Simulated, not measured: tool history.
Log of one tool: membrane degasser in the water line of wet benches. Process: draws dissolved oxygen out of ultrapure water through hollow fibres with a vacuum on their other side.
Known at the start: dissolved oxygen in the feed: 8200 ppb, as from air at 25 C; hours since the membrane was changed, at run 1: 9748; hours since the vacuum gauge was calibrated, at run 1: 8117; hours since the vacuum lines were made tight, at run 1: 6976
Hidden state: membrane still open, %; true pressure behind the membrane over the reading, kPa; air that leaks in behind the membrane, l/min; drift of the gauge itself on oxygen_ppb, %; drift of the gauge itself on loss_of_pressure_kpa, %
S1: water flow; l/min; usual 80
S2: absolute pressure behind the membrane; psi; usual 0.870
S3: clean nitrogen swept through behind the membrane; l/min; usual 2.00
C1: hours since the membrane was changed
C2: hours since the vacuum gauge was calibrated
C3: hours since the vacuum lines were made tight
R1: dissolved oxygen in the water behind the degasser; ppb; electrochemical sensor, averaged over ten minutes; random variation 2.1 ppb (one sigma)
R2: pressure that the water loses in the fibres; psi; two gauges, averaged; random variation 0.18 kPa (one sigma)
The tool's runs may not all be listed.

Run 1, hour 0.0: usual settings; C1 9748; C2 8117; C3 6976. Result: R1 256.9 ppb, R2 4.763 psi.
Run 2, hour 228.9: usual settings; C1 9976; C2 8346; C3 7205. Result: R1 254.0 ppb, R2 4.763 psi.
At hour 432.5: vacuum gauge calibrated.
Run 3, hour 482.8: usual settings; C1 10230; C2 50; C3 7458. Result: R1 239.4 ppb, R2 4.815 psi.
Run 4, hour 719.3: usual settings; C1 10466; C2 287; C3 7695. Result: R1 242.9 ppb, R2 4.793 psi.
Run 5, hour 833.5: usual settings; C1 10581; C2 401; C3 7809. Result: R1 239.6 ppb, R2 4.791 psi.
Run 6, hour 1074.7: usual settings; C1 10822; C2 642; C3 8050. Result: R1 243.5 ppb, R2 4.799 psi.
Run 7, hour 1214.5: usual settings but S1 63 l/min; C1 10962; C2 782; C3 8190. Result: R1 192.0 ppb, R2 3.745 psi.
Run 8, hour 1359.0: usual settings; C1 11106; C2 927; C3 8334. Result: R1 241.9 ppb, R2 4.734 psi.
Run 9, hour 1528.3: usual settings; C1 11275; C2 1096; C3 8504. Result: R1 248.1 ppb, R2 4.840 psi.
Run 10, hour 1663.4: usual settings; C1 11411; C2 1231; C3 8639. Result: R1 240.4 ppb, R2 4.804 psi.
Run 11, hour 1856.9: usual settings but S3 4.11 l/min; C1 11604; C2 1424; C3 8832. Result: R1 143.3 ppb, R2 4.776 psi.
Run 12, hour 2101.1: usual settings but S3 4.11 l/min; C1 11848; C2 1669; C3 9076. Result: R1 140.9 ppb, R2 4.733 psi.
Run 13, hour 2226.8: usual settings but S2 2.026 psi, S3 5.77 l/min; C1 11974; C2 1794; C3 9202. Result: R1 358.0 ppb, R2 4.808 psi.
Run 14, hour 2453.7: usual settings but S1 65 l/min, S2 2.100 psi, S3 5.77 l/min; C1 12201; C2 2021; C3 9429. Result: R1 299.3 ppb, R2 3.946 psi.
Run 15, hour 2695.6: usual settings but S1 65 l/min, S2 2.100 psi, S3 5.77 l/min; C1 12443; C2 2263; C3 9671. Result: R1 297.3 ppb, R2 3.916 psi.
Run 16, hour 2928.6: usual settings but S2 0.772 psi; C1 12676; C2 2496; C3 9904. Result: R1 193.5 ppb, R2 4.831 psi.
Run 17, hour 3086.1: usual settings but S1 70 l/min, S2 0.772 psi; C1 12833; C2 2654; C3 10061. Result: R1 168.7 ppb, R2 4.194 psi.
Run 18, hour 3228.6: usual settings but S1 111 l/min, S3 2.97 l/min; C1 12976; C2 2796; C3 10204. Result: R1 270.5 ppb, R2 6.702 psi.
Run 19, hour 3378.1: usual settings but S1 55 l/min, S3 3.22 l/min; C1 13125; C2 2946; C3 10353. Result: R1 116.3 ppb, R2 3.333 psi.
Run 20, hour 3512.5: usual settings but S1 116 l/min; C1 13260; C2 3080; C3 10488. Result: R1 360.1 ppb, R2 6.997 psi.
Run 21, hour 3733.7: usual settings but S1 57 l/min, S3 1.20 l/min; C1 13481; C2 3301; C3 10709. Result: R1 263.6 ppb, R2 3.417 psi.
Run 22, hour 3990.4: usual settings but S1 57 l/min, S3 1.09 l/min; C1 13738; C2 3558; C3 10966. Result: R1 282.3 ppb, R2 3.440 psi.
Run 23, hour 4144.1: usual settings but S1 57 l/min, S3 1.09 l/min; C1 13891; C2 3712; C3 11119. Result: R1 285.3 ppb, R2 3.443 psi.

4 ways to go on from here, each from the tool as it stands after run 23. What would each give?
Run A, hour 4340.8: usual settings but S1 63 l/min, S2 0.940 psi, S3 4.52 l/min; C1 14088; C2 3908; C3 11316. Result: R1 ?, R2 ?.
Run B, hour 4340.8: usual settings but S1 82 l/min, S2 1.461 psi, S3 2.17 l/min; C1 14088; C2 3908; C3 11316. Result: R1 ?, R2 ?.
Run C, hour 4340.8: usual settings but S2 0.959 psi; C1 14088; C2 3908; C3 11316. Result: R1 ?, R2 ?.
Run D, hour 4340.8: usual settings but S1 54 l/min; C1 14088; C2 3908; C3 11316. Result: R1 ?, R2 ?.

run     R1     R2
  A  116.1  3.836
  B  530.0  5.005
  C  292.2  4.917
  D  171.6  3.269
Without the tool's hidden state the same runs would have given:
run     R1     R2
  A  110.3  3.698
  B  517.8  4.825
  C  279.6  4.740
  D  163.7  3.152
